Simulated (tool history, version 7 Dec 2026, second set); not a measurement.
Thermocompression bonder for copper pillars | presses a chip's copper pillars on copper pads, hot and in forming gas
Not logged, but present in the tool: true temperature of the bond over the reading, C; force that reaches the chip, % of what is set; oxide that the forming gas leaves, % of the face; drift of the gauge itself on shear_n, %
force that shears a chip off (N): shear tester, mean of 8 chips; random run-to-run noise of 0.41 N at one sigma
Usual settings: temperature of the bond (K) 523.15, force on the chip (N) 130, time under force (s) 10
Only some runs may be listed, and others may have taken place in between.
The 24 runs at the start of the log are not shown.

run,day,temperature of the bond (K),force on the chip (N),time under force (s),hours of work since the heater was calibrated,hours of work since the force cell was calibrated,hours of work since the gas filter was changed,force that shears a chip off (N)
25,51.562,509.15,79,16,77,187,133,69.1
# day 52.558: forming gas filter changed
26,54.446,545.15,95,14,124,234,31,108
27,56.508,545.15,95,14,158,268,65,105.8
28,58.717,527.15,83,18,194,304,101,92
29,60.279,509.15,109,7,220,330,127,64.3
# day 61.638: forming gas filter changed
30,62.329,531.15,109,8,254,363,11,93.1
31,65.229,532.15,124,6,301,411,59,90.2
32,66.892,532.15,124,6,329,439,87,88
33,70.025,523.15,143,10,380,490,138,96.2

Branching from run 33: 4 alternative next runs. What would each branch give?
# day 70.817: forming gas filter changed
A,71.483,516.15,96,10,404,514,11,?
# day 70.817: forming gas filter changed
B,71.483,536.15,143,9,404,514,11,?
# day 70.817: forming gas filter changed
C,71.483,529.15,84,10,404,514,11,?
# day 70.817: forming gas filter changed
D,71.483,523.15,144,10,404,514,11,?

run,force that shears a chip off (N)
A,80.6
B,110.3
C,87.1
D,102.3
Had the tool no hidden state, the same runs would have come out as:
run,force that shears a chip off (N)
A,77.3
B,108.1
C,84.1
D,99.6

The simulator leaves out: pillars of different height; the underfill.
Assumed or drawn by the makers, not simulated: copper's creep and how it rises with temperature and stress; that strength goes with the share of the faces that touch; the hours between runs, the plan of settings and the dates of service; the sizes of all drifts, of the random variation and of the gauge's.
